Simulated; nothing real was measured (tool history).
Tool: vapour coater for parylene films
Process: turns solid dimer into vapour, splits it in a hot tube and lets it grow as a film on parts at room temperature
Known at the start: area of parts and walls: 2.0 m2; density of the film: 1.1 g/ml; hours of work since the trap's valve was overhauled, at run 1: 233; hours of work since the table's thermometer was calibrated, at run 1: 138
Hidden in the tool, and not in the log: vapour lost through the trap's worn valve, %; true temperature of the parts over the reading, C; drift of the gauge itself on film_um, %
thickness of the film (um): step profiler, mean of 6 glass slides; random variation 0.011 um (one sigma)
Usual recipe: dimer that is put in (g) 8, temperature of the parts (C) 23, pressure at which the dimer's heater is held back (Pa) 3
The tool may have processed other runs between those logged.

| run | hour | dimer that is put in (g) | temperature of the parts (C) | pressure at which the dimer's heater is held back (Pa) | hours of work since the trap's valve was overhauled | hours of work since the table's thermometer was calibrated | thickness of the film (um) |
|---|---|---|---|---|---|---|---|
| 1 | 0 | 8 | 23 | 3 | 233 | 138 | 2 |
| 2 | 33.9 | 8 | 23 | 3 | 252 | 156 | 1.99 |
| 3 | 65.8 | 8 | 23 | 3 | 269 | 174 | 1.98 |
| 4 | 95.5 | 8 | 15 | 3 | 285 | 190 | 2.58 |
| 5 | 136.7 | 8 | 15 | 3 | 308 | 212 | 2.59 |
| 6 | 167.2 | 8 | 15 | 3 | 324 | 229 | 2.59 |
| 7 | 191 | 8 | 15 | 9.24 | 337 | 242 | 2.07 |
|  | 214.6 | trap's valve overhauled |
| 8 | 222.2 | 8 | 15 | 9.24 | 4 | 257 | 2.26 |
| 9 | 261.7 | 8 | 15 | 9.24 | 26 | 278 | 2.26 |
| 10 | 283.1 | 8 | 23 | 2.08 | 37 | 290 | 2.27 |
| 11 | 308.1 | 8 | 23 | 5.07 | 51 | 304 | 1.9 |
| 12 | 353 | 8 | 16 | 2.48 | 75 | 328 | 2.74 |
| 13 | 383.2 | 8 | 16 | 2.48 | 92 | 344 | 2.77 |

Measured minus without-hidden-state, run by run (identical run-to-run variation in each term; gauge scatter may differ):
| run | thickness of the film (um) |
|---|---|
| 1 | -0.14 |
| 2 | -0.14 |
| 3 | -0.15 |
| 4 | -0.21 |
| 5 | -0.22 |
| 6 | -0.24 |
| 7 | -0.19 |
| 8 | +0 |
| 9 | -0.02 |
| 10 | -0.03 |
| 11 | -0.03 |
| 12 | -0.05 |
| 13 | -0.06 |
